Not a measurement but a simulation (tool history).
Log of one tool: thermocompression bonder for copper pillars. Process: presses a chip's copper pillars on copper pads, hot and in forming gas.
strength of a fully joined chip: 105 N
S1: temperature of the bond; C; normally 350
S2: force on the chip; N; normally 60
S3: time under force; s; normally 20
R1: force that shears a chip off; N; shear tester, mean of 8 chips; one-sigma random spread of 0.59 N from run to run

run   hour   S1  S2  S3    R1
  1    0.0  350  60  20  39.3
  2   10.3  350  60  20  39.4
  3   19.3  350  60  20  38.1
  4   28.1  350  60  20  38.5
  5   45.6  350  60  20  38.3
  6   54.8  350  60  20  38.4
  7   72.1  350  56  20  37.0
  8   90.6  350  60  14  33.3
  9   99.6  320  60  20  30.2
 10  112.1  320  60  20  29.6
 11  127.7  320  60  20  28.9
 12  141.7  320  60  20  28.5
     145.3  -- heater calibrated with a thermocouple chip
 13  157.8  320  60  20  28.9
 14  166.7  371  81  13  43.7
 15  183.1  340  74  40  49.8
 16  201.8  340  74  40  50.5
 17  214.0  340  37  12  20.6
     230.2  -- heater calibrated with a thermocouple chip, once more
 18  233.5  362  60  13  35.9
 19  242.7  363  76  13  40.5
 20  258.8  363  66  13  38.5
 21  275.0  366  87  20  51.0

5 options for the next run, each taken on its own from the tool as it stands now. Forecast them:
  A  287.3  350  60  24   ?
  B  287.3  322  63  20   ?
  C  287.3  359  45  16   ?
  D  287.3  350  64  32   ?
  E  287.3  373  60  10   ?

run    R1
  A  40.4
  B  30.7
  C  31.2
  D  46.3
  E  34.9
Without the tool's hidden state the same runs would have given:
run    R1
  A  42.1
  B  32.0
  C  32.5
  D  48.4
  E  36.4

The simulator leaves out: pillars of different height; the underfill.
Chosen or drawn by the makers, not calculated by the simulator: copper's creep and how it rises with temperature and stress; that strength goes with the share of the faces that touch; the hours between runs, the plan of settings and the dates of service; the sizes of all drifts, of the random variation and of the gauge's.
